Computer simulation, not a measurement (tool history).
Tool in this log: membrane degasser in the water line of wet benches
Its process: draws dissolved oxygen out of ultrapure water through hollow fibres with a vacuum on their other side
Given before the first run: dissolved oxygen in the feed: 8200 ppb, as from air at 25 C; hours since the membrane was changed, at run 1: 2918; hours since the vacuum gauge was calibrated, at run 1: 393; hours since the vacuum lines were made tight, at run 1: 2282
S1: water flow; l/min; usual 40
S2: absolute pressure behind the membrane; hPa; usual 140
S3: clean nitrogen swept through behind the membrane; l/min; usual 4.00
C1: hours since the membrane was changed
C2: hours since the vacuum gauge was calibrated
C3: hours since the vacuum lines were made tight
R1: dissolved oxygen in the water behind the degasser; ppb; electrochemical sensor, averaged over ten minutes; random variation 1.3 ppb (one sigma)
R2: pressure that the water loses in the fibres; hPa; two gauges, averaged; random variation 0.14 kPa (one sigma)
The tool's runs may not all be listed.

run 1 hour=0.0 | S1=40 S2=140 S3=4.00 | C1=2918 C2=393 C3=2282 | R1=342.7 R2=546.6
run 2 hour=101.2 | S1=40 S2=140 S3=4.00 | C1=3019 C2=494 C3=2383 | R1=343.5 R2=549.2
run 3 hour=209.1 | S1=40 S2=140 S3=4.00 | C1=3127 C2=602 C3=2491 | R1=343.8 R2=549.0
run 4 hour=287.9 | S1=40 S2=140 S3=4.00 | C1=3205 C2=681 C3=2569 | R1=345.1 R2=549.3
run 5 hour=374.6 | S1=40 S2=140 S3=4.00 | C1=3292 C2=768 C3=2656 | R1=345.6 R2=548.6
run 6 hour=490.6 | S1=40 S2=140 S3=4.00 | C1=3408 C2=884 C3=2772 | R1=345.2 R2=548.5
run 7 hour=600.0 | S1=40 S2=140 S3=1.89 | C1=3518 C2=993 C3=2882 | R1=574.8 R2=550.0
run 8 hour=738.6 | S1=40 S2=140 S3=1.89 | C1=3656 C2=1132 C3=3020 | R1=574.4 R2=547.6
run 9 hour=882.5 | S1=40 S2=345 S3=4.00 | C1=3800 C2=1275 C3=3164 | R1=769.6 R2=551.9
-- hour=894.5 vacuum gauge calibrated
run 10 hour=948.9 | S1=40 S2=345 S3=4.00 | C1=3866 C2=54 C3=3230 | R1=778.0 R2=549.0
run 11 hour=1027.0 | S1=40 S2=197 S3=2.55 | C1=3944 C2=133 C3=3308 | R1=650.4 R2=551.9
run 12 hour=1145.1 | S1=40 S2=207 S3=4.00 | C1=4062 C2=251 C3=3426 | R1=488.8 R2=548.3
run 13 hour=1207.4 | S1=40 S2=93 S3=2.63 | C1=4125 C2=313 C3=3488 | R1=307.2 R2=551.4
run 14 hour=1286.6 | S1=40 S2=132 S3=2.63 | C1=4204 C2=392 C3=3568 | R1=434.0 R2=550.9
run 15 hour=1355.3 | S1=40 S2=132 S3=2.63 | C1=4272 C2=461 C3=3636 | R1=432.5 R2=554.2
-- hour=1449.1 vacuum gauge calibrated, once more
run 16 hour=1502.9 | S1=52 S2=106 S3=2.60 | C1=4419 C2=54 C3=3783 | R1=541.0 R2=717.4
run 17 hour=1565.8 | S1=40 S2=158 S3=8.91 | C1=4482 C2=117 C3=3846 | R1=233.9 R2=550.1

Branching from run 17: 4 alternative next runs. What would each branch give?
run A hour=1705.5 | S1=35 S2=162 S3=3.93 | C1=4622 C2=256 C3=3986 | R1=? R2=?
run B hour=1705.5 | S1=43 S2=149 S3=2.33 | C1=4622 C2=256 C3=3986 | R1=? R2=?
run C hour=1705.5 | S1=46 S2=120 S3=2.53 | C1=4622 C2=256 C3=3986 | R1=? R2=?
run D hour=1705.5 | S1=40 S2=237 S3=10.03 | C1=4622 C2=256 C3=3986 | R1=? R2=?

run=A R1=325.8 R2=483.8
run=B R1=581.3 R2=594.9
run=C R1=498.3 R2=635.7
run=D R1=294.4 R2=552.6
Without the tool's unlogged condition, the same runs would have read:
run=A R1=320.2 R2=475.4
run=B R1=572.5 R2=584.6
run=C R1=488.1 R2=624.7
run=D R1=286.5 R2=543.0

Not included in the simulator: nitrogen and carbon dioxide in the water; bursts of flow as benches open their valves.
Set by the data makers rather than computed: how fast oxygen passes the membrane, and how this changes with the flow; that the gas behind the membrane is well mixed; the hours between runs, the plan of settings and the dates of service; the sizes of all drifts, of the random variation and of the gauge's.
